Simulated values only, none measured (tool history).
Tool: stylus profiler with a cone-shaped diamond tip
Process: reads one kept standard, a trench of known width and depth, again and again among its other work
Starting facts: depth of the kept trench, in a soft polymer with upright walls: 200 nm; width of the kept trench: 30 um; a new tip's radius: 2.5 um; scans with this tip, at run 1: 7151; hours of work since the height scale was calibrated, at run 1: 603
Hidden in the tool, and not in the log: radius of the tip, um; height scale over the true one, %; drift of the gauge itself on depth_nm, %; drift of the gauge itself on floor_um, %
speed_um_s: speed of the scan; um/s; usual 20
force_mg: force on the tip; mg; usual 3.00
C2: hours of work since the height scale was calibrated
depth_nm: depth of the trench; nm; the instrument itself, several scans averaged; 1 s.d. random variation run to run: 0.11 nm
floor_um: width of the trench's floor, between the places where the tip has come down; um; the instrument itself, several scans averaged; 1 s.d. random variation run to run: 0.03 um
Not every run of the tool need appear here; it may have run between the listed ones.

Run 1, hour 0.0: usual settings; scans with this tip 7151; C2 603. Result: depth_nm 201.32 nm, floor_um 28.01 um.
Run 2, hour 43.5: usual settings but speed_um_s 8 um/s; scans with this tip 7448; C2 628. Result: depth_nm 201.23 nm, floor_um 28.01 um.
Run 3, hour 131.7: usual settings but speed_um_s 8 um/s; scans with this tip 8051; C2 679. Result: depth_nm 201.36 nm, floor_um 28.01 um.
Run 4, hour 177.8: usual settings but force_mg 1.20 mg; scans with this tip 8365; C2 706. Result: depth_nm 200.86 nm, floor_um 27.87 um.
Run 5, hour 256.4: usual settings but force_mg 1.20 mg; scans with this tip 8903; C2 751. Result: depth_nm 200.78 nm, floor_um 27.96 um.
Run 6, hour 356.0: usual settings but speed_um_s 70 um/s; scans with this tip 9583; C2 808. Result: depth_nm 201.30 nm, floor_um 27.86 um.
Run 7, hour 419.2: usual settings but force_mg 7.85 mg; scans with this tip 10014; C2 845. Result: depth_nm 202.78 nm, floor_um 28.00 um.
Run 8, hour 497.0: usual settings; scans with this tip 10546; C2 889. Result: depth_nm 201.35 nm, floor_um 28.02 um.
Run 9, hour 549.2: usual settings but speed_um_s 6 um/s, force_mg 2.56 mg; scans with this tip 10902; C2 919. Result: depth_nm 201.14 nm, floor_um 28.03 um.
Run 10, hour 593.3: usual settings but speed_um_s 30 um/s, force_mg 1.68 mg; scans with this tip 11204; C2 945. Result: depth_nm 200.71 nm, floor_um 27.94 um.
Run 11, hour 690.2: usual settings but speed_um_s 30 um/s, force_mg 1.68 mg; scans with this tip 11866; C2 1001. Result: depth_nm 201.02 nm, floor_um 27.92 um.
Run 12, hour 786.5: usual settings but speed_um_s 30 um/s, force_mg 1.68 mg; scans with this tip 12523; C2 1056. Result: depth_nm 200.80 nm, floor_um 27.87 um.
Run 13, hour 856.5: usual settings; scans with this tip 13001; C2 1097. Result: depth_nm 201.17 nm, floor_um 27.97 um.
Run 14, hour 932.4: usual settings; scans with this tip 13520; C2 1140. Result: depth_nm 201.37 nm, floor_um 28.01 um.
Run 15, hour 977.3: usual settings but speed_um_s 18 um/s, force_mg 4.12 mg; scans with this tip 13827; C2 1166. Result: depth_nm 201.58 nm, floor_um 28.02 um.

Forecast each of these 5 alternatives for the next run:
Run A, hour 1068.8: usual settings but speed_um_s 37 um/s, force_mg 2.64 mg; scans with this tip 14452; C2 1219. Result: depth_nm ?, floor_um ?.
Run B, hour 1068.8: usual settings but speed_um_s 18 um/s, force_mg 1.95 mg; scans with this tip 14452; C2 1219. Result: depth_nm ?, floor_um ?.
Run C, hour 1068.8: usual settings but force_mg 1.94 mg; scans with this tip 14452; C2 1219. Result: depth_nm ?, floor_um ?.
Run D, hour 1068.8: usual settings but speed_um_s 26 um/s; scans with this tip 14452; C2 1219. Result: depth_nm ?, floor_um ?.
Run E, hour 1068.8: usual settings but speed_um_s 11 um/s, force_mg 1.32 mg; scans with this tip 14452; C2 1219. Result: depth_nm ?, floor_um ?.

run  depth_nm  floor_um
  A    201.09     27.97
  B    201.07     27.98
  C    200.96     28.00
  D    201.28     27.94
  E    200.84     27.92
Without the tool's unlogged condition, the same runs would have read:
run  depth_nm  floor_um
  A    201.10     27.98
  B    201.08     27.99
  C    200.97     28.01
  D    201.29     27.95
  E    200.85     27.93

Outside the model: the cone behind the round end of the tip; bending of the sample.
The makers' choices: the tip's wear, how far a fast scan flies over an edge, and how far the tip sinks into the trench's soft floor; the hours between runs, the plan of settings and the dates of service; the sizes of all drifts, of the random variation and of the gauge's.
